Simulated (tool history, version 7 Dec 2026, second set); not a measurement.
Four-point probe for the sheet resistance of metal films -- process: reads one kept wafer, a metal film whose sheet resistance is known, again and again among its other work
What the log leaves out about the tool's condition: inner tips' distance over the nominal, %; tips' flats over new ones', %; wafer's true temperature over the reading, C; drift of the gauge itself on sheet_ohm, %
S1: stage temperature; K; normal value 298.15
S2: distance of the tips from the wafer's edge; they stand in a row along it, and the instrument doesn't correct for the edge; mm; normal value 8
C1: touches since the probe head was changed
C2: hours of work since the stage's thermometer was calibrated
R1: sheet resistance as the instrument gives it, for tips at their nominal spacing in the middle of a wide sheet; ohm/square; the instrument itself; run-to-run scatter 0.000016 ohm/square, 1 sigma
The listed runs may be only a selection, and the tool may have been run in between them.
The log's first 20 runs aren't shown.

run 21 hour=439.3 | S1=298.15 S2=8 | C1=26780 C2=1268 | R1=0.077674
run 22 hour=465.4 | S1=307.15 S2=8 | C1=27893 C2=1287 | R1=0.077366
run 23 hour=481.4 | S1=302.15 S2=47 | C1=28575 C2=1299 | R1=0.076921
run 24 hour=501.8 | S1=298.15 S2=31 | C1=29445 C2=1313 | R1=0.077081
run 25 hour=514.4 | S1=299.15 S2=40 | C1=29982 C2=1322 | R1=0.076991
run 26 hour=531.6 | S1=299.15 S2=40 | C1=30716 C2=1335 | R1=0.077006
run 27 hour=549.3 | S1=306.15 S2=23 | C1=31471 C2=1347 | R1=0.076813
run 28 hour=563.4 | S1=305.15 S2=5 | C1=32073 C2=1357 | R1=0.078401
run 29 hour=581.4 | S1=305.15 S2=5 | C1=32841 C2=1370 | R1=0.078373
run 30 hour=594.8 | S1=298.15 S2=68 | C1=33412 C2=1380 | R1=0.076992
run 31 hour=613.3 | S1=298.15 S2=68 | C1=34203 C2=1393 | R1=0.077033
run 32 hour=632.5 | S1=305.15 S2=6 | C1=35019 C2=1407 | R1=0.077916
run 33 hour=646.8 | S1=298.15 S2=7 | C1=35629 C2=1417 | R1=0.07784
run 34 hour=676.1 | S1=301.15 S2=19 | C1=36880 C2=1438 | R1=0.076999
run 35 hour=702.8 | S1=301.15 S2=19 | C1=38020 C2=1457 | R1=0.077
run 36 hour=717.7 | S1=304.15 S2=9 | C1=38653 C2=1468 | R1=0.077308
run 37 hour=731.7 | S1=304.15 S2=9 | C1=39249 C2=1478 | R1=0.077273
run 38 hour=750.5 | S1=304.15 S2=9 | C1=40054 C2=1492 | R1=0.077298
run 39 hour=771.2 | S1=304.15 S2=9 | C1=40935 C2=1506 | R1=0.077305
run 40 hour=788.9 | S1=294.15 S2=30 | C1=41690 C2=1519 | R1=0.077188

Run 41 comes next. What will it give?
run 41 hour=819.4 | S1=302.15 S2=54 | C1=42992 C2=1541 | R1=?

R1: 0.076868 ohm/square
Were there no unlogged condition in the tool, this run, its random variation unchanged, would have produced R1 0.077006 ohm/square.
